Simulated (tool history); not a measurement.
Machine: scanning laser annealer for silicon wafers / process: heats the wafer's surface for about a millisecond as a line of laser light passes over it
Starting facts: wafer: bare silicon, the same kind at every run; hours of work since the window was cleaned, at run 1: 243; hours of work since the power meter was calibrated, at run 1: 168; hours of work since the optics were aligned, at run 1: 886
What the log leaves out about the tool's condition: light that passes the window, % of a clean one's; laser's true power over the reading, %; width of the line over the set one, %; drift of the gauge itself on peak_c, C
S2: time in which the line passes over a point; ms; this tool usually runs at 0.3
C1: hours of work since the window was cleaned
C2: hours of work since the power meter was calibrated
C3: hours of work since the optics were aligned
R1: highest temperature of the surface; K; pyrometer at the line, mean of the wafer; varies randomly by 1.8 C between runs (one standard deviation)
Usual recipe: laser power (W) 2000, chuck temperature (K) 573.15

{"run": 1, "hour": 0.0, "laser power (W)": 2000, "S2": 0.3, "chuck temperature (K)": 573.15, "C1": 243, "C2": 168, "C3": 886, "R1": 1286.15}
{"run": 2, "hour": 11.1, "laser power (W)": 2000, "S2": 0.238, "chuck temperature (K)": 573.15, "C1": 252, "C2": 177, "C3": 894, "R1": 1197.15}
{"run": 3, "hour": 19.9, "laser power (W)": 2000, "S2": 0.238, "chuck temperature (K)": 573.15, "C1": 259, "C2": 184, "C3": 901, "R1": 1196.15}
{"run": 4, "hour": 30.4, "laser power (W)": 2000, "S2": 0.238, "chuck temperature (K)": 573.15, "C1": 267, "C2": 192, "C3": 910, "R1": 1197.15}
{"run": 5, "hour": 37.3, "laser power (W)": 2000, "S2": 0.238, "chuck temperature (K)": 573.15, "C1": 273, "C2": 197, "C3": 915, "R1": 1197.15}
{"run": 6, "hour": 48.5, "laser power (W)": 2000, "S2": 0.3, "chuck temperature (K)": 593.15, "C1": 281, "C2": 206, "C3": 924, "R1": 1304.15}
{"run": 7, "hour": 58.2, "laser power (W)": 2000, "S2": 0.3, "chuck temperature (K)": 593.15, "C1": 289, "C2": 214, "C3": 931, "R1": 1301.15}
{"run": 8, "hour": 68.1, "laser power (W)": 2000, "S2": 0.3, "chuck temperature (K)": 593.15, "C1": 297, "C2": 221, "C3": 939, "R1": 1299.15}
{"run": 9, "hour": 73.0, "laser power (W)": 2000, "S2": 0.3, "chuck temperature (K)": 573.15, "C1": 301, "C2": 225, "C3": 943, "R1": 1282.15}
{"run": 10, "hour": 78.9, "laser power (W)": 2000, "S2": 0.3, "chuck temperature (K)": 573.15, "C1": 305, "C2": 230, "C3": 948, "R1": 1285.15}
{"run": 11, "hour": 87.1, "laser power (W)": 2000, "S2": 0.3, "chuck temperature (K)": 573.15, "C1": 312, "C2": 236, "C3": 954, "R1": 1280.15}
{"run": 12, "hour": 94.1, "laser power (W)": 2000, "S2": 0.342, "chuck temperature (K)": 573.15, "C1": 317, "C2": 242, "C3": 959, "R1": 1336.15}
{"run": 13, "hour": 101.4, "laser power (W)": 2000, "S2": 0.342, "chuck temperature (K)": 567.15, "C1": 323, "C2": 248, "C3": 965, "R1": 1329.15}
{"run": 14, "hour": 109.3, "laser power (W)": 2000, "S2": 0.342, "chuck temperature (K)": 567.15, "C1": 329, "C2": 254, "C3": 971, "R1": 1331.15}
{"run": 15, "hour": 114.7, "laser power (W)": 2000, "S2": 0.3, "chuck temperature (K)": 573.15, "C1": 333, "C2": 258, "C3": 976, "R1": 1276.15}
{"run": 16, "hour": 121.1, "laser power (W)": 2000, "S2": 0.3, "chuck temperature (K)": 546.15, "C1": 338, "C2": 263, "C3": 981, "R1": 1254.15}
{"run": 17, "hour": 128.7, "laser power (W)": 2000, "S2": 0.324, "chuck temperature (K)": 573.15, "C1": 344, "C2": 269, "C3": 987, "R1": 1311.15}
{"run": 18, "hour": 135.3, "laser power (W)": 2000, "S2": 0.324, "chuck temperature (K)": 573.15, "C1": 350, "C2": 274, "C3": 992, "R1": 1311.15}
{"hour": 142.3, "done": "window over the wafer cleaned"}
{"run": 19, "hour": 145.4, "laser power (W)": 2000, "S2": 0.324, "chuck temperature (K)": 573.15, "C1": 2, "C2": 281, "C3": 998, "R1": 1335.15}
{"run": 20, "hour": 156.3, "laser power (W)": 2000, "S2": 0.324, "chuck temperature (K)": 573.15, "C1": 11, "C2": 289, "C3": 1007, "R1": 1340.15}
{"run": 21, "hour": 165.4, "laser power (W)": 2132, "S2": 0.3, "chuck temperature (K)": 594.15, "C1": 18, "C2": 296, "C3": 1014, "R1": 1375.15}
{"run": 22, "hour": 171.4, "laser power (W)": 1877, "S2": 0.322, "chuck temperature (K)": 543.15, "C1": 23, "C2": 301, "C3": 1019, "R1": 1256.15}
{"run": 23, "hour": 179.8, "laser power (W)": 1877, "S2": 0.322, "chuck temperature (K)": 543.15, "C1": 29, "C2": 308, "C3": 1025, "R1": 1253.15}
{"run": 24, "hour": 188.3, "laser power (W)": 1976, "S2": 0.3, "chuck temperature (K)": 581.15, "C1": 36, "C2": 314, "C3": 1032, "R1": 1299.15}
{"run": 25, "hour": 196.2, "laser power (W)": 2000, "S2": 0.233, "chuck temperature (K)": 567.15, "C1": 42, "C2": 320, "C3": 1038, "R1": 1196.15}
{"run": 26, "hour": 205.7, "laser power (W)": 2000, "S2": 0.3, "chuck temperature (K)": 613.15, "C1": 50, "C2": 328, "C3": 1046, "R1": 1341.15}
{"run": 27, "hour": 216.7, "laser power (W)": 2000, "S2": 0.224, "chuck temperature (K)": 573.15, "C1": 58, "C2": 336, "C3": 1054, "R1": 1187.15}
{"run": 28, "hour": 224.5, "laser power (W)": 2000, "S2": 0.224, "chuck temperature (K)": 573.15, "C1": 64, "C2": 343, "C3": 1060, "R1": 1188.15}
{"run": 29, "hour": 233.1, "laser power (W)": 2138, "S2": 0.284, "chuck temperature (K)": 573.15, "C1": 71, "C2": 349, "C3": 1067, "R1": 1328.15}
{"run": 30, "hour": 239.9, "laser power (W)": 2138, "S2": 0.284, "chuck temperature (K)": 573.15, "C1": 77, "C2": 355, "C3": 1072, "R1": 1325.15}
{"run": 31, "hour": 249.4, "laser power (W)": 2138, "S2": 0.284, "chuck temperature (K)": 573.15, "C1": 84, "C2": 362, "C3": 1080, "R1": 1330.15}
{"run": 32, "hour": 259.6, "laser power (W)": 1975, "S2": 0.3, "chuck temperature (K)": 573.15, "C1": 92, "C2": 370, "C3": 1088, "R1": 1289.15}
{"run": 33, "hour": 267.8, "laser power (W)": 1975, "S2": 0.29, "chuck temperature (K)": 563.15, "C1": 99, "C2": 377, "C3": 1094, "R1": 1265.15}
{"run": 34, "hour": 277.7, "laser power (W)": 2000, "S2": 0.26, "chuck temperature (K)": 573.15, "C1": 106, "C2": 384, "C3": 1102, "R1": 1239.15}
{"run": 35, "hour": 284.4, "laser power (W)": 1966, "S2": 0.374, "chuck temperature (K)": 612.15, "C1": 112, "C2": 390, "C3": 1107, "R1": 1416.15}
{"run": 36, "hour": 292.0, "laser power (W)": 2017, "S2": 0.374, "chuck temperature (K)": 612.15, "C1": 118, "C2": 396, "C3": 1113, "R1": 1441.15}
{"run": 37, "hour": 297.6, "laser power (W)": 2000, "S2": 0.3, "chuck temperature (K)": 556.15, "C1": 122, "C2": 400, "C3": 1118, "R1": 1277.15}
{"run": 38, "hour": 306.8, "laser power (W)": 2000, "S2": 0.3, "chuck temperature (K)": 556.15, "C1": 129, "C2": 407, "C3": 1125, "R1": 1279.15}
{"run": 39, "hour": 312.3, "laser power (W)": 2000, "S2": 0.3, "chuck temperature (K)": 556.15, "C1": 133, "C2": 412, "C3": 1129, "R1": 1274.15}
{"run": 40, "hour": 322.7, "laser power (W)": 1963, "S2": 0.3, "chuck temperature (K)": 551.15, "C1": 142, "C2": 420, "C3": 1137, "R1": 1258.15}

Alternative continuations, all from the tool just after run 40; predict every row:
{"run": "A", "hour": 332.2, "laser power (W)": 2000, "S2": 0.325, "chuck temperature (K)": 547.15, "C1": 149, "C2": 427, "C3": 1145, "R1": "?"}
{"run": "B", "hour": 332.2, "laser power (W)": 1710, "S2": 0.3, "chuck temperature (K)": 594.15, "C1": 149, "C2": 427, "C3": 1145, "R1": "?"}
{"run": "C", "hour": 332.2, "laser power (W)": 1963, "S2": 0.244, "chuck temperature (K)": 565.15, "C1": 149, "C2": 427, "C3": 1145, "R1": "?"}
{"run": "D", "hour": 332.2, "laser power (W)": 1742, "S2": 0.3, "chuck temperature (K)": 551.15, "C1": 149, "C2": 427, "C3": 1145, "R1": "?"}
{"run": "E", "hour": 332.2, "laser power (W)": 2000, "S2": 0.351, "chuck temperature (K)": 573.15, "C1": 149, "C2": 427, "C3": 1145, "R1": "?"}

run=A R1=1301.15
run=B R1=1205.15
run=C R1=1190.15
run=D R1=1172.15
run=E R1=1361.15
What these runs would have given with no unlogged condition in the tool:
run=A R1=1324.15
run=B R1=1223.15
run=C R1=1209.15
run=D R1=1191.15
run=E R1=1385.15
